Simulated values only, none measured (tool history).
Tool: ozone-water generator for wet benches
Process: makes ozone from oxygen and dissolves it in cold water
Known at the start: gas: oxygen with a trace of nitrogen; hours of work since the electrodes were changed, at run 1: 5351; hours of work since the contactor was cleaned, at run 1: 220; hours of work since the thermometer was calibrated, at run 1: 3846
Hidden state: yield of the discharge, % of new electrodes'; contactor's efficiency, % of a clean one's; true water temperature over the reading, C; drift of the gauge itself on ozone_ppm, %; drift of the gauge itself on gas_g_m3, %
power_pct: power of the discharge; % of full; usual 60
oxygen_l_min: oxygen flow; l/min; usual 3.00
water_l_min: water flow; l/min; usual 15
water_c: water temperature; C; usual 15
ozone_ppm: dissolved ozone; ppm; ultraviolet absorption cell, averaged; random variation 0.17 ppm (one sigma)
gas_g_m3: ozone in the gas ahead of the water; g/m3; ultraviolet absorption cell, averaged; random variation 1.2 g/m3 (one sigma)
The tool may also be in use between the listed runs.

| run | hour | power_pct | oxygen_l_min | water_l_min | water_c | hours of work since the electrodes were changed | hours of work since the contactor was cleaned | hours of work since the thermometer was calibrated | ozone_ppm | gas_g_m3 |
|---|---|---|---|---|---|---|---|---|---|---|
| 1 | 0.0 | 60 | 3.00 | 15 | 15 | 5351 | 220 | 3846 | 21.1 | 199.2 |
| 2 | 163.0 | 60 | 3.00 | 15 | 15 | 5464 | 333 | 3959 | 21.5 | 200.8 |
| 3 | 302.9 | 60 | 3.00 | 15 | 15 | 5562 | 431 | 4056 | 21.1 | 198.9 |
| 4 | 416.7 | 60 | 3.00 | 15 | 15 | 5641 | 510 | 4135 | 21.0 | 197.3 |
| 5 | 535.4 | 60 | 3.00 | 15 | 15 | 5723 | 592 | 4218 | 21.1 | 199.1 |
| 6 | 632.0 | 60 | 3.00 | 15 | 15 | 5790 | 659 | 4285 | 21.0 | 198.6 |
| 7 | 833.9 | 60 | 3.00 | 16 | 15 | 5931 | 800 | 4425 | 19.9 | 197.4 |
| 8 | 1033.8 | 60 | 3.00 | 16 | 15 | 6070 | 939 | 4564 | 19.8 | 195.6 |
| 9 | 1137.5 | 60 | 3.00 | 16 | 15 | 6142 | 1011 | 4637 | 20.0 | 196.3 |
| 10 | 1239.5 | 60 | 3.00 | 16 | 15 | 6213 | 1082 | 4707 | 19.7 | 196.5 |
| 11 | 1393.2 | 60 | 3.00 | 16 | 17 | 6319 | 1189 | 4814 | 19.4 | 196.4 |
| 12 | 1514.5 | 60 | 1.51 | 16 | 17 | 6404 | 1273 | 4899 | 16.1 | 265.8 |
|  | 1576.0 | water thermometer calibrated |
| 13 | 1641.0 | 60 | 1.51 | 16 | 17 | 6491 | 1360 | 45 | 16.1 | 268.9 |
| 14 | 1765.4 | 60 | 1.51 | 16 | 17 | 6578 | 1447 | 132 | 15.9 | 261.7 |
| 15 | 1876.4 | 54 | 3.00 | 15 | 15 | 6655 | 1524 | 209 | 19.0 | 178.4 |
| 16 | 1976.7 | 60 | 3.00 | 15 | 15 | 6725 | 1594 | 279 | 20.8 | 195.9 |
| 17 | 2150.1 | 60 | 3.00 | 15 | 15 | 6845 | 1714 | 399 | 20.4 | 195.9 |
| 18 | 2278.7 | 60 | 3.00 | 15 | 15 | 6935 | 1804 | 488 | 20.6 | 192.6 |
| 19 | 2471.5 | 60 | 3.00 | 15 | 15 | 7069 | 1938 | 622 | 20.4 | 195.9 |
| 20 | 2685.3 | 60 | 4.01 | 15 | 15 | 7217 | 2086 | 771 | 21.4 | 169.1 |
| 21 | 2827.0 | 46 | 5.17 | 15 | 15 | 7316 | 2185 | 870 | 17.8 | 123.5 |

Run 22 comes next. What will it give?
| 22 | 2979.1 | 46 | 5.17 | 15 | 15 | 7421 | 2291 | 975 | ? | ? |

{"run 22": {"ozone_ppm": 17.6, "gas_g_m3": 122.8}}
Without the tool's hidden state the same run would have given ozone_ppm 19.7 ppm, gas_g_m3 134.2 g/m3.
